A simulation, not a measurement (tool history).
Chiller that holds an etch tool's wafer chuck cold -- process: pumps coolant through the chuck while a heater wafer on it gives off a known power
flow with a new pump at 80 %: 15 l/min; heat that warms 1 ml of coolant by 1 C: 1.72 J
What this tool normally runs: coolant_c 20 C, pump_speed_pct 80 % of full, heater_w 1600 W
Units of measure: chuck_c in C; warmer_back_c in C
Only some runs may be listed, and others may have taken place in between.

run	day	coolant_c	pump_speed_pct	heater_w	chuck_c	warmer_back_c
1	0.000	20	80	1600	33.7	3.73
2	1.546	20	80	1600	33.7	3.77
3	4.171	20	80	1600	33.6	3.70
4	6.433	20	80	1600	33.7	3.69
5	9.988	20	80	1600	33.8	3.65
6	13.408	20	80	1600	33.5	3.74
7	15.604	26	80	1600	39.7	3.60
8	17.508	26	80	1600	39.8	3.63
9	19.133	26	80	1600	39.6	3.62
10	22.421	26	80	1600	39.7	3.64
11	25.883	26	80	1600	39.7	3.58
12	27.688	26	63	1600	42.9	4.67
13	30.379	26	63	1600	43.0	4.65
14	32.517	26	63	1600	43.1	4.65
15	35.271	20	80	1600	33.8	3.51
16	38.879	20	80	1600	33.7	3.46
17	40.638	30	98	1364	39.7	2.32
18	43.508	20	61	1718	38.6	5.12
19	46.908	15	81	1600	28.5	3.42
20	49.442	23	80	1221	33.4	2.57
21	51.504	17	80	2184	35.7	4.80
22	54.833	17	80	2184	35.7	4.80

Estimate the outcome of run 23 from the log above:
23	57.508	20	62	1600	?	?

chuck_c: 37.2 C
warmer_back_c: 4.57 C
Were there no unlogged condition in the tool, this run, its random variation unchanged, would have produced chuck_c 37.2 C, warmer_back_c 4.92 C.

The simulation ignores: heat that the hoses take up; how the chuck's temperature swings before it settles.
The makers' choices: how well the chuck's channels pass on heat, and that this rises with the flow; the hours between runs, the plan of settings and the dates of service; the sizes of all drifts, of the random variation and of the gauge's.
